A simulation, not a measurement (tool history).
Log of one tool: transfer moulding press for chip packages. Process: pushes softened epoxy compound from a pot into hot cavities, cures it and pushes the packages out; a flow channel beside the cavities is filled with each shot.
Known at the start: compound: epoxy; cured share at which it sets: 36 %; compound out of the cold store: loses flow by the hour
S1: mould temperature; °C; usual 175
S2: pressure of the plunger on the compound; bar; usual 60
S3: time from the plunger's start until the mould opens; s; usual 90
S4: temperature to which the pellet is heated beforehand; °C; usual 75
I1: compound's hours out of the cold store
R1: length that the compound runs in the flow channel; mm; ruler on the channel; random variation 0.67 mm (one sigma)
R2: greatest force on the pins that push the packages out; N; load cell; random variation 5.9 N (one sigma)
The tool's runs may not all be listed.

run 1 hour=0 | S1=175 S2=60 S3=90 S4=75 | I1=10.2 | R1=656.5 R2=350
run 2 hour=18.5 | S1=175 S2=60 S3=90 S4=75 | I1=26.8 | R1=627.6 R2=408
run 3 hour=31.1 | S1=175 S2=60 S3=90 S4=75 | I1=45.3 | R1=598.5 R2=419
-- hour=35.1 cavities cleaned with cleaning compound and waxed
run 4 hour=48 | S1=175 S2=60 S3=90 S4=75 | I1=13 | R1=648.1 R2=358
run 5 hour=60.4 | S1=175 S2=60 S3=90 S4=75 | I1=21.4 | R1=633.5 R2=390
-- hour=80.5 cavities cleaned with cleaning compound and waxed
run 6 hour=82.3 | S1=175 S2=60 S3=90 S4=75 | I1=12.7 | R1=646.8 R2=314

Forecast run 7:
run 7 hour=105.6 | S1=180 S2=70.1 S3=112 S4=76 | I1=16.8 | R1=? R2=?

R1: 674.8 mm
R2: 358 N
Without the tool's hidden state the same run would have given R1 687.7 mm, R2 283 N.

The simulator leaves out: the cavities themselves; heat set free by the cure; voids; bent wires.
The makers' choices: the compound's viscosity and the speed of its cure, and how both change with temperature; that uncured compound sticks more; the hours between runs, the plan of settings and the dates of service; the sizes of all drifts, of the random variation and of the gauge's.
